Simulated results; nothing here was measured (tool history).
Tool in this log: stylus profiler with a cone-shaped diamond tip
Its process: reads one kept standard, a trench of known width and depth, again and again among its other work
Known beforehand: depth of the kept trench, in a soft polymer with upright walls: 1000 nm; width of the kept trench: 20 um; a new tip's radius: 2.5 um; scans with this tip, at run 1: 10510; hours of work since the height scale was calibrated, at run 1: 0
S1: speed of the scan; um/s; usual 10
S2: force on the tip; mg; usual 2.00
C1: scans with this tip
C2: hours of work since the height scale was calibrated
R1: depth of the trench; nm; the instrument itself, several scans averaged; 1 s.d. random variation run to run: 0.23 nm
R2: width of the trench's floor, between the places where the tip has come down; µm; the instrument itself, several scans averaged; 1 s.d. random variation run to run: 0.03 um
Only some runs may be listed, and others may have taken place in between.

Run 1, hour 0.0: usual settings; C1 10510; C2 0. Result: R1 1012.37 nm, R2 15.92 µm.
Run 2, hour 39.8: usual settings; C1 10864; C2 29. Result: R1 1012.61 nm, R2 16.00 µm.
Run 3, hour 104.7: usual settings; C1 11441; C2 78. Result: R1 1012.32 nm, R2 15.96 µm.
Run 4, hour 159.3: usual settings; C1 11927; C2 118. Result: R1 1012.35 nm, R2 15.91 µm.
Run 5, hour 192.4: usual settings; C1 12222; C2 143. Result: R1 1012.60 nm, R2 15.92 µm.
Run 6, hour 252.8: usual settings; C1 12759; C2 188. Result: R1 1012.02 nm, R2 15.92 µm.
Run 7, hour 319.0: usual settings but S1 3 um/s; C1 13347; C2 237. Result: R1 1012.58 nm, R2 15.98 µm.
Run 8, hour 379.3: usual settings but S1 38 um/s; C1 13883; C2 281. Result: R1 1012.10 nm, R2 15.76 µm.
Run 9, hour 430.6: usual settings but S1 38 um/s; C1 14340; C2 319. Result: R1 1012.78 nm, R2 15.73 µm.
Run 10, hour 482.3: usual settings but S1 38 um/s; C1 14800; C2 358. Result: R1 1012.55 nm, R2 15.78 µm.
Run 11, hour 509.9: usual settings but S1 38 um/s; C1 15045; C2 378. Result: R1 1012.23 nm, R2 15.80 µm.
Run 12, hour 559.3: usual settings but S1 38 um/s; C1 15484; C2 415. Result: R1 1012.11 nm, R2 15.80 µm.
Run 13, hour 598.8: usual settings but S2 0.98 mg; C1 15835; C2 444. Result: R1 1007.68 nm, R2 15.84 µm.
Run 14, hour 664.4: usual settings but S2 0.98 mg; C1 16419; C2 493. Result: R1 1007.65 nm, R2 15.91 µm.
Run 15, hour 699.4: usual settings but S1 23 um/s; C1 16730; C2 519. Result: R1 1012.28 nm, R2 15.87 µm.
Run 16, hour 765.5: usual settings but S2 4.15 mg; C1 17318; C2 568. Result: R1 1020.37 nm, R2 15.95 µm.
Run 17, hour 798.7: usual settings but S2 4.15 mg; C1 17613; C2 593. Result: R1 1020.12 nm, R2 15.96 µm.
Run 18, hour 848.5: usual settings but S1 19 um/s, S2 4.15 mg; C1 18056; C2 630. Result: R1 1020.29 nm, R2 15.92 µm.
Run 19, hour 890.4: usual settings but S1 19 um/s, S2 4.15 mg; C1 18429; C2 661. Result: R1 1020.26 nm, R2 15.92 µm.
Run 20, hour 929.6: usual settings but S1 19 um/s, S2 4.15 mg; C1 18777; C2 690. Result: R1 1019.97 nm, R2 15.95 µm.
Run 21, hour 971.5: usual settings but S2 3.38 mg; C1 19150; C2 721. Result: R1 1017.46 nm, R2 15.96 µm.
Run 22, hour 1033.6: usual settings but S2 3.38 mg; C1 19702; C2 767. Result: R1 1017.55 nm, R2 15.95 µm.
Run 23, hour 1089.3: usual settings but S2 3.38 mg; C1 20197; C2 808. Result: R1 1017.70 nm, R2 15.94 µm.
Run 24, hour 1119.4: usual settings but S1 5 um/s, S2 0.86 mg; C1 20465; C2 830. Result: R1 1006.85 nm, R2 15.85 µm.
At hour 1160.3: height scale calibrated on a step standard.
Run 25, hour 1184.3: usual settings but S2 1.95 mg; C1 21037; C2 18. Result: R1 1012.15 nm, R2 15.87 µm.
Run 26, hour 1248.8: usual settings but S1 2 um/s, S2 0.69 mg; C1 21611; C2 66. Result: R1 1005.86 nm, R2 16.01 µm.
Run 27, hour 1277.7: usual settings but S1 2 um/s, S2 1.26 mg; C1 21868; C2 87. Result: R1 1008.91 nm, R2 15.97 µm.
Run 28, hour 1315.5: usual settings but S1 2 um/s, S2 1.26 mg; C1 22205; C2 115. Result: R1 1009.02 nm, R2 15.90 µm.
Run 29, hour 1375.2: usual settings but S2 3.37 mg; C1 22735; C2 159. Result: R1 1017.78 nm, R2 15.92 µm.
Run 30, hour 1421.2: usual settings but S1 11 um/s, S2 1.15 mg; C1 23145; C2 194. Result: R1 1009.05 nm, R2 15.90 µm.
Run 31, hour 1480.9: usual settings but S2 4.87 mg; C1 23675; C2 238. Result: R1 1022.19 nm, R2 15.96 µm.
Run 32, hour 1521.1: usual settings but S1 9 um/s, S2 1.51 mg; C1 24033; C2 268. Result: R1 1010.25 nm, R2 15.91 µm.
Run 33, hour 1548.9: usual settings but S1 9 um/s, S2 1.51 mg; C1 24280; C2 288. Result: R1 1010.14 nm, R2 15.88 µm.
Run 34, hour 1575.9: usual settings but S1 6 um/s, S2 0.74 mg; C1 24520; C2 308. Result: R1 1006.19 nm, R2 15.92 µm.
Run 35, hour 1639.4: usual settings but S1 8 um/s, S2 1.15 mg; C1 25085; C2 355. Result: R1 1008.76 nm, R2 15.88 µm.
Run 36, hour 1700.9: usual settings but S2 4.74 mg; C1 25631; C2 401. Result: R1 1022.16 nm, R2 15.96 µm.
Run 37, hour 1761.1: usual settings but S2 0.99 mg; C1 26167; C2 446. Result: R1 1007.54 nm, R2 15.87 µm.
Run 38, hour 1803.1: usual settings but S1 7 um/s, S2 4.89 mg; C1 26541; C2 477. Result: R1 1022.60 nm, R2 15.92 µm.
Run 39, hour 1857.4: usual settings but S1 3 um/s; C1 27024; C2 517. Result: R1 1012.62 nm, R2 15.99 µm.
Run 40, hour 1902.6: usual settings but S1 3 um/s; C1 27425; C2 551. Result: R1 1012.22 nm, R2 15.92 µm.
Run 41, hour 1945.3: usual settings but S1 4 um/s, S2 3.78 mg; C1 27805; C2 582. Result: R1 1018.68 nm, R2 15.99 µm.
Run 42, hour 2008.6: usual settings but S1 11 um/s, S2 5.38 mg; C1 28368; C2 629. Result: R1 1023.71 nm, R2 15.95 µm.
Run 43, hour 2065.4: usual settings but S1 11 um/s, S2 5.38 mg; C1 28874; C2 672. Result: R1 1024.11 nm, R2 15.96 µm.
Run 44, hour 2094.8: usual settings but S1 8 um/s, S2 1.10 mg; C1 29135; C2 693. Result: R1 1008.06 nm, R2 15.94 µm.
Run 45, hour 2161.1: usual settings but S1 18 um/s, S2 2.26 mg; C1 29725; C2 743. Result: R1 1013.65 nm, R2 15.85 µm.
Run 46, hour 2196.0: usual settings but S1 26 um/s, S2 3.62 mg; C1 30035; C2 768. Result: R1 1018.35 nm, R2 15.81 µm.

Each row is a separate what-if for the run after 46, all from the same tool condition, not one after another. Results?
Run A, hour 2248.6: usual settings but S1 9 um/s, S2 0.83 mg; C1 30502; C2 807. Result: R1 ?, R2 ?.
Run B, hour 2248.6: usual settings but S1 2 um/s, S2 3.59 mg; C1 30502; C2 807. Result: R1 ?, R2 ?.
Run C, hour 2248.6: usual settings but S1 22 um/s, S2 0.67 mg; C1 30502; C2 807. Result: R1 ?, R2 ?.

run       R1     R2
  A  1006.55  15.91
  B  1018.23  15.96
  C  1006.14  15.74
What these runs would have given with no unlogged condition in the tool:
run       R1     R2
  A  1006.52  15.94
  B  1018.19  15.98
  C  1006.10  15.76

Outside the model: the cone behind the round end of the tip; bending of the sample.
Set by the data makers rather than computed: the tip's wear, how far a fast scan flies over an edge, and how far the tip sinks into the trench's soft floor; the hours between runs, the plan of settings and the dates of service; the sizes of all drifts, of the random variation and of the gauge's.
